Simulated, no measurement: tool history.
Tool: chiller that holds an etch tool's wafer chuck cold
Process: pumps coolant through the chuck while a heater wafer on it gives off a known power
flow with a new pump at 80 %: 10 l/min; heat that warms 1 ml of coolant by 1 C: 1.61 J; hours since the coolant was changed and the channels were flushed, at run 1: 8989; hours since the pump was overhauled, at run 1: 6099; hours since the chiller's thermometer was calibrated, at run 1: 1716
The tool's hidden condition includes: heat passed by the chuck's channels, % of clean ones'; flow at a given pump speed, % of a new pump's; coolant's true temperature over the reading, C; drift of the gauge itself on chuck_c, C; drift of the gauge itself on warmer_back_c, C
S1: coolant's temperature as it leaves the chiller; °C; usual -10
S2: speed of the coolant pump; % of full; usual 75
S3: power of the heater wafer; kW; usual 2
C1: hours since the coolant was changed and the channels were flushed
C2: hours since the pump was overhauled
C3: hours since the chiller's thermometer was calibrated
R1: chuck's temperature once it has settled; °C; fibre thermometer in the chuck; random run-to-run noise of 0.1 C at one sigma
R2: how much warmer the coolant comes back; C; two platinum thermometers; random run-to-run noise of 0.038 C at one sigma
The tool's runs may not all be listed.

| run | hour | S1 | S2 | S3 | C1 | C2 | C3 | R1 | R2 |
|---|---|---|---|---|---|---|---|---|---|
| 1 | 0 | -10 | 75 | 2 | 8989 | 6099 | 1716 | 14.9 | 8.85 |
|  | 127.7 | coolant changed, channels flushed |
| 2 | 138 | -10 | 75 | 2 | 10 | 6231 | 1848 | 10.2 | 8.88 |
| 3 | 244.1 | -10 | 75 | 2 | 116 | 6337 | 1954 | 10.2 | 8.8 |
| 4 | 448.1 | -10 | 75 | 2 | 320 | 6541 | 2158 | 10.5 | 8.9 |
| 5 | 645.3 | -10 | 75 | 2 | 518 | 6738 | 2356 | 10.6 | 8.9 |
| 6 | 744 | -10 | 75 | 2 | 616 | 6837 | 2454 | 10.5 | 8.94 |
| 7 | 949.4 | -10 | 75 | 2 | 822 | 7042 | 2660 | 10.6 | 8.99 |
| 8 | 1143.6 | -10 | 75 | 2 | 1016 | 7237 | 2854 | 10.7 | 8.99 |
| 9 | 1310.2 | -10 | 75 | 2 | 1182 | 7403 | 3020 | 10.7 | 9 |
| 10 | 1447 | -10 | 75 | 2 | 1319 | 7540 | 3157 | 11.1 | 8.94 |
| 11 | 1616.8 | -10 | 75 | 2 | 1489 | 7710 | 3327 | 11 | 8.92 |
| 12 | 1832.4 | -10 | 75 | 2 | 1705 | 7926 | 3543 | 11.2 | 9.03 |
|  | 1853.1 | chiller's thermometer calibrated |
| 13 | 1986.1 | -20 | 75 | 2 | 1857 | 8078 | 133 | 0.9 | 9.06 |
| 14 | 2124.7 | -20 | 75 | 2 | 1996 | 8217 | 272 | 0.9 | 9.08 |
| 15 | 2304 | -20 | 75 | 2 | 2175 | 8396 | 451 | 1 | 9.14 |
| 16 | 2443.2 | -10 | 75 | 2.235 | 2315 | 8535 | 590 | 13.5 | 10.21 |
| 17 | 2543.2 | -10 | 75 | 2.235 | 2415 | 8635 | 690 | 13.9 | 10.2 |
|  | 2713.6 | chiller's thermometer calibrated, once more |
| 18 | 2745.9 | -4 | 76 | 1.466 | 2616 | 8837 | 32 | 12.1 | 6.62 |
| 19 | 2921.3 | -12 | 64 | 1.466 | 2792 | 9012 | 208 | 6.7 | 7.98 |
| 20 | 3092.9 | -10 | 63 | 2.103 | 2963 | 9184 | 379 | 17 | 11.68 |
| 21 | 3293.5 | -9 | 75 | 1.356 | 3164 | 9385 | 580 | 6.3 | 6.24 |
| 22 | 3457.7 | 0 | 64 | 2.242 | 3328 | 9549 | 744 | 28.8 | 12.39 |
| 23 | 3641.2 | 0 | 64 | 2.242 | 3512 | 9732 | 928 | 29.1 | 12.37 |
| 24 | 3851 | -7 | 89 | 1.537 | 3721 | 9942 | 1137 | 8.2 | 5.94 |
| 25 | 3976.2 | -4 | 82 | 1.451 | 3847 | 10067 | 1263 | 11.4 | 6.11 |
| 26 | 4101.2 | -4 | 82 | 1.451 | 3972 | 10192 | 1388 | 11.4 | 6.09 |
| 27 | 4316.1 | -4 | 82 | 1.451 | 4186 | 10407 | 1603 | 11.6 | 6.1 |
| 28 | 4440.2 | -14 | 93 | 1.451 | 4311 | 10531 | 1727 | 0.1 | 5.3 |
| 29 | 4539.6 | -4 | 91 | 1.451 | 4410 | 10631 | 1826 | 10.5 | 5.46 |
| 30 | 4677.1 | -5 | 68 | 1.451 | 4547 | 10768 | 1963 | 13.4 | 7.61 |
| 31 | 4888.6 | -7 | 83 | 1.427 | 4759 | 10980 | 2175 | 8.3 | 6.05 |
| 32 | 5006.7 | -16 | 71 | 1.427 | 4877 | 11098 | 2293 | 1.5 | 7.12 |
| 33 | 5140.8 | -10 | 69 | 1.875 | 5011 | 11232 | 2427 | 13.9 | 9.68 |

3 ways to go on from here, each from the tool as it stands after run 33. What would each give?
| A | 5329 | -7 | 69 | 1.875 | 5199 | 11420 | 2615 | ? | ? |
| B | 5329 | -10 | 84 | 1.516 | 5199 | 11420 | 2615 | ? | ? |
| C | 5329 | -8 | 87 | 2 | 5199 | 11420 | 2615 | ? | ? |

| run | R1 | R2 |
|---|---|---|
| A | 17.1 | 9.76 |
| B | 6.3 | 6.29 |
| C | 13.1 | 8.01 |
With the hidden condition removed and each run's random variation left untouched, the same runs would have given:
| run | R1 | R2 |
|---|---|---|
| A | 12.3 | 8.25 |
| B | 3 | 5.31 |
| C | 8.9 | 6.77 |

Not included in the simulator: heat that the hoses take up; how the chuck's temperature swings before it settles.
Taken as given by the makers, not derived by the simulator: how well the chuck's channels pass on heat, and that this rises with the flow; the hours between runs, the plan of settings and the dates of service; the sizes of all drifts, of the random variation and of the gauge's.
